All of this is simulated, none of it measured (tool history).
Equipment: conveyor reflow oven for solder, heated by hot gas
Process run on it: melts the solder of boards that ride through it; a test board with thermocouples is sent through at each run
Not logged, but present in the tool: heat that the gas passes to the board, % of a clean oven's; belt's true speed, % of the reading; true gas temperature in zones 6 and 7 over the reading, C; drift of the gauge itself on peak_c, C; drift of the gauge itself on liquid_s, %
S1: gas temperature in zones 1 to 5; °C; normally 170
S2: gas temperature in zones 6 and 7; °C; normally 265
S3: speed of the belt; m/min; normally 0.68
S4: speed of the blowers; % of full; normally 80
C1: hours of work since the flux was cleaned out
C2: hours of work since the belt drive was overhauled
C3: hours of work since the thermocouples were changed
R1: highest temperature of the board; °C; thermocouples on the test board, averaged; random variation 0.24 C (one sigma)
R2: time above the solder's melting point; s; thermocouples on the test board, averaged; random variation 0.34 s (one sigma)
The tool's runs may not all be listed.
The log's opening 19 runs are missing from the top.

{"run": 20, "hour": 349.8, "S1": 170, "S2": 265, "S3": 0.555, "S4": 80, "C1": 28, "C2": 684, "C3": 578, "R1": 259.4, "R2": 73}
{"run": 21, "hour": 370.7, "S1": 170, "S2": 265, "S3": 0.555, "S4": 80, "C1": 39, "C2": 695, "C3": 589, "R1": 259.2, "R2": 72}
{"run": 22, "hour": 381.6, "S1": 170, "S2": 278, "S3": 0.726, "S4": 70, "C1": 44, "C2": 700, "C3": 594, "R1": 262.1, "R2": 53.4}
{"run": 23, "hour": 399.8, "S1": 172, "S2": 277, "S3": 0.68, "S4": 80, "C1": 53, "C2": 709, "C3": 604, "R1": 265.2, "R2": 60.8}
{"run": 24, "hour": 421.2, "S1": 161, "S2": 274, "S3": 0.553, "S4": 51, "C1": 64, "C2": 720, "C3": 614, "R1": 260.5, "R2": 67.9}
{"run": 25, "hour": 445.5, "S1": 161, "S2": 274, "S3": 0.553, "S4": 51, "C1": 76, "C2": 732, "C3": 627, "R1": 260.6, "R2": 68}
{"hour": 461.8, "done": "thermocouples of zones 6 and 7 changed"}
{"run": 26, "hour": 470.3, "S1": 161, "S2": 269, "S3": 0.553, "S4": 71, "C1": 88, "C2": 744, "C3": 4, "R1": 259.3, "R2": 69.2}
{"run": 27, "hour": 485.3, "S1": 180, "S2": 255, "S3": 0.574, "S4": 75, "C1": 95, "C2": 751, "C3": 12, "R1": 247.7, "R2": 65.8}
{"run": 28, "hour": 502.2, "S1": 180, "S2": 255, "S3": 0.805, "S4": 77, "C1": 104, "C2": 760, "C3": 20, "R1": 240.3, "R2": 39}
{"run": 29, "hour": 515.6, "S1": 159, "S2": 265, "S3": 0.805, "S4": 77, "C1": 110, "C2": 766, "C3": 27, "R1": 245, "R2": 36.2}
{"run": 30, "hour": 541.0, "S1": 159, "S2": 264, "S3": 0.733, "S4": 77, "C1": 123, "C2": 779, "C3": 40, "R1": 247.1, "R2": 42.6}

What if the next run were any one of these 3? Each begins from the tool's condition after run 30:
{"run": "A", "hour": 566.4, "S1": 163, "S2": 264, "S3": 0.765, "S4": 63, "C1": 136, "C2": 792, "C3": 52, "R1": "?", "R2": "?"}
{"run": "B", "hour": 566.4, "S1": 178, "S2": 261, "S3": 0.558, "S4": 77, "C1": 136, "C2": 792, "C3": 52, "R1": "?", "R2": "?"}
{"run": "C", "hour": 566.4, "S1": 173, "S2": 276, "S3": 0.68, "S4": 82, "C1": 136, "C2": 792, "C3": 52, "R1": "?", "R2": "?"}

run=A R1=242.2 R2=36.4
run=B R1=253.8 R2=71.3
run=C R1=263.1 R2=60.1
Had the tool no hidden state, the same runs would have come out as:
run=A R1=242.8 R2=36.4
run=B R1=254.3 R2=70.5
run=C R1=263.8 R2=59.4

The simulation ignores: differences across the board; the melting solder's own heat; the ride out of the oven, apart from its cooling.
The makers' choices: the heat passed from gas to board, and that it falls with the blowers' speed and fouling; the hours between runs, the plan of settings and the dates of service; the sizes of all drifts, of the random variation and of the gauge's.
